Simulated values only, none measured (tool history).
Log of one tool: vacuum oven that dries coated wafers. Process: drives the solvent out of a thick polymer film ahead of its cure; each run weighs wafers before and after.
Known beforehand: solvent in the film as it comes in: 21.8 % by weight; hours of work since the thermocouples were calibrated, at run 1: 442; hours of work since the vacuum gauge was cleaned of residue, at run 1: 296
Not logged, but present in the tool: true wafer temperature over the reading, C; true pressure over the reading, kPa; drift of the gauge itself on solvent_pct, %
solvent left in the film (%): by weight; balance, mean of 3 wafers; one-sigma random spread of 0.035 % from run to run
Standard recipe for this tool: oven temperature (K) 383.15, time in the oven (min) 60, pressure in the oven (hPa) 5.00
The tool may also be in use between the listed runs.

| run | hour | oven temperature (K) | time in the oven (min) | pressure in the oven (hPa) | hours of work since the thermocouples were calibrated | hours of work since the vacuum gauge was cleaned of residue | solvent left in the film (%) |
|---|---|---|---|---|---|---|---|
| 1 | 0.0 | 383.15 | 60 | 5.00 | 442 | 296 | 2.38 |
| 2 | 24.1 | 374.15 | 60 | 5.00 | 454 | 309 | 4.24 |
| 3 | 57.7 | 374.15 | 60 | 5.00 | 472 | 326 | 4.33 |
| 4 | 84.9 | 374.15 | 60 | 5.00 | 485 | 340 | 4.26 |
| 5 | 99.8 | 383.15 | 60 | 13.74 | 493 | 347 | 2.84 |
| 6 | 118.1 | 383.15 | 60 | 13.74 | 502 | 357 | 2.90 |
| 7 | 143.0 | 383.15 | 60 | 5.00 | 515 | 369 | 2.39 |
| 8 | 166.4 | 383.15 | 60 | 5.00 | 527 | 381 | 2.43 |
| 9 | 198.8 | 383.15 | 60 | 6.57 | 543 | 398 | 2.50 |
| 10 | 217.2 | 369.15 | 87 | 6.57 | 553 | 407 | 3.65 |
| 11 | 232.7 | 394.15 | 34 | 5.00 | 561 | 415 | 3.14 |
| 12 | 252.7 | 394.15 | 34 | 5.00 | 571 | 425 | 3.05 |
| 13 | 280.2 | 370.15 | 64 | 6.33 | 585 | 439 | 5.07 |
| 14 | 296.2 | 383.15 | 60 | 5.51 | 593 | 447 | 2.47 |
| 15 | 320.8 | 385.15 | 32 | 3.18 | 606 | 460 | 5.28 |

Consider 5 possible next runs. They are alternatives, not a sequence: every one starts from the tool as it was left by run 15. What does each give?
| A | 339.8 | 376.15 | 43 | 5.00 | 615 | 470 | ? |
| B | 339.8 | 383.15 | 108 | 7.19 | 615 | 470 | ? |
| C | 339.8 | 382.15 | 35 | 5.00 | 615 | 470 | ? |
| D | 339.8 | 396.15 | 87 | 14.49 | 615 | 470 | ? |
| E | 339.8 | 383.15 | 60 | 19.27 | 615 | 470 | ? |

| run | solvent left in the film (%) |
|---|---|
| A | 5.82 |
| B | 0.79 |
| C | 5.60 |
| D | 0.67 |
| E | 3.14 |
Without the tool's unlogged condition, the same runs would have read:
| run | solvent left in the film (%) |
|---|---|
| A | 5.81 |
| B | 0.79 |
| C | 5.59 |
| D | 0.67 |
| E | 3.13 |
